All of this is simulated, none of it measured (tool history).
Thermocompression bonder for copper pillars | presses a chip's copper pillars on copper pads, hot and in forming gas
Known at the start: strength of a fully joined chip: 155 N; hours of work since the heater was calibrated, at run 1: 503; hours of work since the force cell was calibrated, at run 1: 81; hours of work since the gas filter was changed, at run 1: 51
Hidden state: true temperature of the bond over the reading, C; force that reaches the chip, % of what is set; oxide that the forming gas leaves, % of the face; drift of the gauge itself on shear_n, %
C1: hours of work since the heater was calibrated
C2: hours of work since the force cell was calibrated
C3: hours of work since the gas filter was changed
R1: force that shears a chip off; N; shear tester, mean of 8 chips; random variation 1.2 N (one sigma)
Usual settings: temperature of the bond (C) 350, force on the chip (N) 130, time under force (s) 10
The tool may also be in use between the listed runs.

run 1 hour=0.0 | temperature_of_the_bond_(C)=350 force_on_the_chip_(N)=130 time_under_force_(s)=10 | C1=503 C2=81 C3=51 | R1=94.0
run 2 hour=31.5 | temperature_of_the_bond_(C)=350 force_on_the_chip_(N)=130 time_under_force_(s)=10 | C1=525 C2=102 C3=72 | R1=95.5
run 3 hour=67.4 | temperature_of_the_bond_(C)=350 force_on_the_chip_(N)=99 time_under_force_(s)=10 | C1=549 C2=127 C3=97 | R1=73.8
run 4 hour=110.9 | temperature_of_the_bond_(C)=350 force_on_the_chip_(N)=99 time_under_force_(s)=10 | C1=579 C2=156 C3=126 | R1=73.1
run 5 hour=149.8 | temperature_of_the_bond_(C)=350 force_on_the_chip_(N)=122 time_under_force_(s)=10 | C1=606 C2=183 C3=153 | R1=84.8
run 6 hour=186.9 | temperature_of_the_bond_(C)=350 force_on_the_chip_(N)=130 time_under_force_(s)=10 | C1=631 C2=208 C3=178 | R1=88.4
run 7 hour=221.2 | temperature_of_the_bond_(C)=350 force_on_the_chip_(N)=130 time_under_force_(s)=10 | C1=654 C2=232 C3=202 | R1=84.2
-- hour=238.9 forming gas filter changed
run 8 hour=247.9 | temperature_of_the_bond_(C)=350 force_on_the_chip_(N)=101 time_under_force_(s)=10 | C1=672 C2=249 C3=6 | R1=78.3
run 9 hour=279.5 | temperature_of_the_bond_(C)=350 force_on_the_chip_(N)=101 time_under_force_(s)=10 | C1=694 C2=271 C3=28 | R1=75.8
run 10 hour=309.3 | temperature_of_the_bond_(C)=350 force_on_the_chip_(N)=101 time_under_force_(s)=10 | C1=714 C2=291 C3=48 | R1=75.6
run 11 hour=351.3 | temperature_of_the_bond_(C)=350 force_on_the_chip_(N)=101 time_under_force_(s)=10 | C1=743 C2=320 C3=77 | R1=73.4
run 12 hour=387.1 | temperature_of_the_bond_(C)=350 force_on_the_chip_(N)=101 time_under_force_(s)=10 | C1=767 C2=344 C3=101 | R1=71.8
-- hour=403.0 heater calibrated with a thermocouple chip
run 13 hour=409.9 | temperature_of_the_bond_(C)=350 force_on_the_chip_(N)=101 time_under_force_(s)=10 | C1=5 C2=359 C3=115 | R1=80.2
run 14 hour=446.8 | temperature_of_the_bond_(C)=345 force_on_the_chip_(N)=101 time_under_force_(s)=10 | C1=30 C2=384 C3=141 | R1=75.5
run 15 hour=487.0 | temperature_of_the_bond_(C)=350 force_on_the_chip_(N)=130 time_under_force_(s)=10 | C1=57 C2=411 C3=168 | R1=94.4
run 16 hour=521.0 | temperature_of_the_bond_(C)=350 force_on_the_chip_(N)=130 time_under_force_(s)=10 | C1=81 C2=434 C3=191 | R1=92.7
-- hour=554.4 forming gas filter changed
run 17 hour=559.1 | temperature_of_the_bond_(C)=350 force_on_the_chip_(N)=130 time_under_force_(s)=10 | C1=106 C2=460 C3=3 | R1=100.2
run 18 hour=587.1 | temperature_of_the_bond_(C)=350 force_on_the_chip_(N)=130 time_under_force_(s)=10 | C1=125 C2=479 C3=22 | R1=100.9
run 19 hour=613.6 | temperature_of_the_bond_(C)=340 force_on_the_chip_(N)=85 time_under_force_(s)=13 | C1=143 C2=497 C3=40 | R1=69.6
run 20 hour=660.1 | temperature_of_the_bond_(C)=340 force_on_the_chip_(N)=175 time_under_force_(s)=13 | C1=175 C2=529 C3=72 | R1=116.6
run 21 hour=683.8 | temperature_of_the_bond_(C)=358 force_on_the_chip_(N)=130 time_under_force_(s)=10 | C1=191 C2=545 C3=88 | R1=100.6

Run 22 comes next. What will it give?
run 22 hour=713.4 | temperature_of_the_bond_(C)=350 force_on_the_chip_(N)=152 time_under_force_(s)=15 | C1=212 C2=565 C3=109 | R1=?

Run 22 gave R1 116.0 N.
Without the tool's hidden state the same run would have given R1 124.9 N.

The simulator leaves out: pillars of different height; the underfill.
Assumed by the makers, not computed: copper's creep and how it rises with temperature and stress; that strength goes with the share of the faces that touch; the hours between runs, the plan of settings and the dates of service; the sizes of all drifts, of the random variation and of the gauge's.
